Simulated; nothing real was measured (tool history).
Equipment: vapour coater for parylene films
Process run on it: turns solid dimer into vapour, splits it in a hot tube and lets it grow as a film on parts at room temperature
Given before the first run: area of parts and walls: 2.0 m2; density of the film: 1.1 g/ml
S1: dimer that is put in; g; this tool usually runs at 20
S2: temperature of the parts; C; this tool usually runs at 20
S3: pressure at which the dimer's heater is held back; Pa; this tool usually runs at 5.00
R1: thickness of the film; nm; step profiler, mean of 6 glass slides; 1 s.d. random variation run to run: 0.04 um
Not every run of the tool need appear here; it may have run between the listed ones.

run   hour  S1  S2     S3    R1
  1    0.0  20  20   5.00  6460
  2   35.7  20  20   5.00  6510
  3   72.4  20  20   5.00  6520
  4   99.1  20  20   5.00  6500
  5  137.6  20  20   6.94  6260
  6  159.8  20  20   6.94  6200
  7  191.9  20  20   6.94  6240
  8  213.1  20  20   5.00  6520
  9  231.3  20  20   5.00  6480
 10  249.0  20  20   5.00  6470
 11  289.7  20  20   5.00  6560
 12  317.5  20  20   5.00  6470
 13  360.2  13  20   5.00  4190
 14  385.3  20  14   5.00  8330
 15  412.0  20  14   5.00  8240
 16  445.5  20  20   9.57  5880
 17  464.3  12  20   5.00  3920
 18  484.9  12  18   3.41  4450
 19  521.0  20  20   7.77  6160
 20  540.0  18  12   6.76  7640
 21  570.8  22  24   4.39  6160
 22  608.4  28  22   7.44  7930
 23  640.6  20  20   6.12  6300
 24  661.3  20  20  11.22  5790
 25  687.9  20  20  11.22  5720
 26  726.2  20  20  11.22  5770
 27  757.6  10  20   7.23  3090
 28  780.8  20  14   5.00  8230
 29  818.2  14  29   2.95  3380
 30  853.4  14  29   2.95  3420
 31  885.6  10  29   2.95  2430
 32  908.3  10  29   2.95  2430
 33  931.2  10  14   5.46  4090

Removed from this log: 1 entry logged between the listed runs. Between which two listed runs does each belong, and how does the tool's hidden state at the listed run before it compare with that at the listed run after it?
In the gap between runs 25 and 26: trap's valve overhauled (hour 723.8)
  vapour lost through the trap's worn valve, %: 0.3 -> 0
